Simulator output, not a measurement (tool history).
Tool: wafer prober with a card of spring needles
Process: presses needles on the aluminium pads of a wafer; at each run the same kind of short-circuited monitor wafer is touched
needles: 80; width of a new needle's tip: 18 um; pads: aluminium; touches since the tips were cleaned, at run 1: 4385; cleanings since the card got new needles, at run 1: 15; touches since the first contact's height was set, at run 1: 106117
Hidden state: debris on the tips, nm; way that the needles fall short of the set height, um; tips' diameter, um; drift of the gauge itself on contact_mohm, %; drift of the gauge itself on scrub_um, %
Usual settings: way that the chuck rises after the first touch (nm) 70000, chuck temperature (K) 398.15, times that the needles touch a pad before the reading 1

run	day	way that the chuck rises after the first touch (nm)	chuck temperature (K)	times that the needles touch a pad before the reading	touches since the tips were cleaned	cleanings since the card got new needles	touches since the first contact's height was set	resistance of one needle with its contact and lead (mohm)	way that a needle slides on the pad (nm)
1	0	70000	398.15	1	4385	15	106117	220	8430
# day 0.167: tips cleaned on abrasive film
2	0.625	70000	398.15	1	5730	16	113842	217	8440
# day 0.683: tips cleaned on abrasive film
3	1.088	70000	333.15	1	5029	17	119500	205	8440
# day 1.167: tips cleaned on abrasive film
4	1.483	70000	333.15	1	3975	18	124382	206	8440
# day 1.65: tips cleaned on abrasive film
# day 1.662: height of the first contact set anew
5	1.938	70000	398.15	2	3392	19	3392	221	8450
# day 2.138: tips cleaned on abrasive film
6	2.379	70000	398.15	1	2989	20	8823	224	8410
# day 2.612: tips cleaned on abrasive film
# day 3.15: tips cleaned on abrasive film
7	3.179	70000	398.15	1	351	22	18657	220	8370
# day 3.629: tips cleaned on abrasive film
8	3.629	70000	398.15	1	0	23	24176	220	8400
# day 4.133: tips cleaned on abrasive film
9	4.408	70000	398.15	1	3400	24	33790	220	8420
# day 4.621: tips cleaned on abrasive film
10	4.904	70000	398.15	1	3531	25	39889	219	8370
# day 5.121: tips cleaned on abrasive film
11	5.496	70000	398.15	1	4642	26	47165	219	8380
# day 5.604: tips cleaned on abrasive film
# day 6.117: tips cleaned on abrasive film
12	6.217	70000	398.15	2	1190	28	55982	221	8380
# day 6.596: tips cleaned on abrasive film
13	6.7	57000	398.15	1	1295	29	61955	224	6800
# day 7.125: tips cleaned on abrasive film
14	7.188	57000	393.15	1	742	30	67919	223	6810
# day 7.654: tips cleaned on abrasive film
15	7.975	57000	393.15	1	4008	31	77677	222	6800
# day 8.167: tips cleaned on abrasive film
16	8.508	57000	393.15	1	4235	32	84229	223	6800
# day 8.658: tips cleaned on abrasive film
# day 9.162: tips cleaned on abrasive film
17	9.208	68000	313.15	1	570	34	92790	199	8140
# day 9.662: tips cleaned on abrasive film
18	9.992	75000	311.15	2	4040	35	102443	197	8890
# day 10.175: tips cleaned on abrasive film
19	10.396	70000	398.15	3	2712	36	107405	217	8320
# day 10.683: tips cleaned on abrasive film
20	10.825	70000	398.15	2	1757	37	112689	220	8280
# day 11.162: tips cleaned on abrasive film
21	11.571	56000	398.15	2	5063	38	121914	226	6650
# day 11.675: tips cleaned on abrasive film
# day 11.929: height of the first contact set anew
22	12.096	64000	334.15	2	5079	39	2083	206	7580
# day 12.167: tips cleaned on abrasive film
23	12.612	70000	315.15	2	5564	40	8437	204	8280
# day 12.654: tips cleaned on abrasive film
# day 13.179: tips cleaned on abrasive film
24	13.375	77000	398.15	2	2423	42	17753	218	9100
# day 13.712: tips cleaned on abrasive film
25	14.108	77000	299.15	1	4873	43	26809	197	9060
# day 14.217: tips cleaned on abrasive film
# day 14.558: gauge calibrated
26	14.558	57000	379.15	1	4277	44	32368	218	6870
# day 14.712: tips cleaned on abrasive film
# day 15.204: tips cleaned on abrasive film
27	15.346	57000	379.15	1	1774	46	42031	221	6850
# day 15.696: tips cleaned on abrasive film
28	15.696	57000	379.15	1	0	47	46320	221	6830
# day 16.2: tips cleaned on abrasive film
29	16.296	57000	379.15	1	1180	48	53677	223	6840
# day 16.708: tips cleaned on abrasive film
30	16.971	57000	379.15	1	3273	49	62024	220	6870
# day 17.192: tips cleaned on abrasive film
31	17.554	70000	302.15	3	4470	50	69191	198	8400

Forecast each of these 3 alternatives for the next run:
# day 17.696: tips cleaned on abrasive film
A	18.042	69000	337.15	1	4313	51	75201	?	?
# day 17.696: tips cleaned on abrasive film
B	18.042	89000	302.15	1	4313	51	75201	?	?
# day 17.696: tips cleaned on abrasive film
C	18.042	88000	311.15	3	4313	51	75201	?	?

run	resistance of one needle with its contact and lead (mohm)	way that a needle slides on the pad (nm)
A	210	8290
B	193	10690
C	194	10540
Without the tool's hidden state the same runs would have given:
run	resistance of one needle with its contact and lead (mohm)	way that a needle slides on the pad (nm)
A	209	8340
B	193	10740
C	194	10590
